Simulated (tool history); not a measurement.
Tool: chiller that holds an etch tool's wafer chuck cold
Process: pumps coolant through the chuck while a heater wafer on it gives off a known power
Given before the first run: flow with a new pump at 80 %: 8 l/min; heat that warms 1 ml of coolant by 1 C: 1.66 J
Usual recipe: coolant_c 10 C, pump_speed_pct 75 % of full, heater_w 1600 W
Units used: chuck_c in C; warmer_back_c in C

run 1 day=0 | coolant_c=10 pump_speed_pct=75 heater_w=1600 | chuck_c=35.6 warmer_back_c=7.9
run 2 day=2.233 | coolant_c=10 pump_speed_pct=75 heater_w=1600 | chuck_c=35.7 warmer_back_c=7.84
run 3 day=5.292 | coolant_c=10 pump_speed_pct=75 heater_w=1600 | chuck_c=35.7 warmer_back_c=7.85
run 4 day=8.142 | coolant_c=10 pump_speed_pct=83 heater_w=1600 | chuck_c=34.1 warmer_back_c=7.04
run 5 day=9.458 | coolant_c=10 pump_speed_pct=83 heater_w=1600 | chuck_c=33.9 warmer_back_c=7
run 6 day=11.638 | coolant_c=10 pump_speed_pct=83 heater_w=1600 | chuck_c=34.1 warmer_back_c=7.06
run 7 day=14.454 | coolant_c=10 pump_speed_pct=83 heater_w=1600 | chuck_c=33.9 warmer_back_c=7.09
run 8 day=15.988 | coolant_c=10 pump_speed_pct=61 heater_w=1600 | chuck_c=39.9 warmer_back_c=9.84
run 9 day=18.662 | coolant_c=7 pump_speed_pct=61 heater_w=1600 | chuck_c=37.1 warmer_back_c=9.81
-- day=19.121 coolant pump overhauled
run 10 day=20.454 | coolant_c=7 pump_speed_pct=61 heater_w=1600 | chuck_c=37.1 warmer_back_c=9.85
run 11 day=21.95 | coolant_c=10 pump_speed_pct=75 heater_w=1600 | chuck_c=36.2 warmer_back_c=7.87
run 12 day=23.858 | coolant_c=10 pump_speed_pct=75 heater_w=1600 | chuck_c=36.3 warmer_back_c=7.84
run 13 day=25.183 | coolant_c=10 pump_speed_pct=75 heater_w=1600 | chuck_c=36.2 warmer_back_c=7.92
-- day=27.304 coolant pump overhauled, once more
run 14 day=27.479 | coolant_c=10 pump_speed_pct=75 heater_w=1600 | chuck_c=36 warmer_back_c=7.82
run 15 day=29.912 | coolant_c=10 pump_speed_pct=75 heater_w=1600 | chuck_c=35.8 warmer_back_c=7.82
run 16 day=32.238 | coolant_c=10 pump_speed_pct=75 heater_w=1600 | chuck_c=36.4 warmer_back_c=7.83
run 17 day=35.029 | coolant_c=10 pump_speed_pct=75 heater_w=1600 | chuck_c=36 warmer_back_c=7.85
run 18 day=37.333 | coolant_c=10 pump_speed_pct=75 heater_w=1600 | chuck_c=36.1 warmer_back_c=7.82
run 19 day=40.083 | coolant_c=10 pump_speed_pct=75 heater_w=1600 | chuck_c=36.3 warmer_back_c=7.79
run 20 day=41.612 | coolant_c=11 pump_speed_pct=75 heater_w=1718 | chuck_c=39.2 warmer_back_c=8.4
run 21 day=43.129 | coolant_c=11 pump_speed_pct=75 heater_w=1718 | chuck_c=39.6 warmer_back_c=8.38
run 22 day=44.792 | coolant_c=9 pump_speed_pct=63 heater_w=1825 | chuck_c=43.3 warmer_back_c=10.81
run 23 day=47.571 | coolant_c=9 pump_speed_pct=63 heater_w=1825 | chuck_c=43.4 warmer_back_c=10.73
run 24 day=50.279 | coolant_c=9 pump_speed_pct=63 heater_w=1825 | chuck_c=43.5 warmer_back_c=10.9
run 25 day=51.629 | coolant_c=1 pump_speed_pct=75 heater_w=1600 | chuck_c=27.9 warmer_back_c=7.83
run 26 day=53.283 | coolant_c=15 pump_speed_pct=96 heater_w=1511 | chuck_c=36.2 warmer_back_c=5.7
run 27 day=55.675 | coolant_c=8 pump_speed_pct=96 heater_w=1768 | chuck_c=33.1 warmer_back_c=6.63

Forecast each of these 3 alternatives for the next run:
run A day=57.679 | coolant_c=12 pump_speed_pct=91 heater_w=1600 | chuck_c=? warmer_back_c=?
run B day=57.679 | coolant_c=8 pump_speed_pct=95 heater_w=1768 | chuck_c=? warmer_back_c=?
run C day=57.679 | coolant_c=0 pump_speed_pct=96 heater_w=1907 | chuck_c=? warmer_back_c=?

run=A chuck_c=35.4 warmer_back_c=6.41
run=B chuck_c=33.1 warmer_back_c=6.73
run=C chuck_c=27.1 warmer_back_c=7.16
Without the tool's unlogged condition, the same runs would have read:
run=A chuck_c=31.4 warmer_back_c=6.33
run=B chuck_c=28.7 warmer_back_c=6.65
run=C chuck_c=22.4 warmer_back_c=7.07
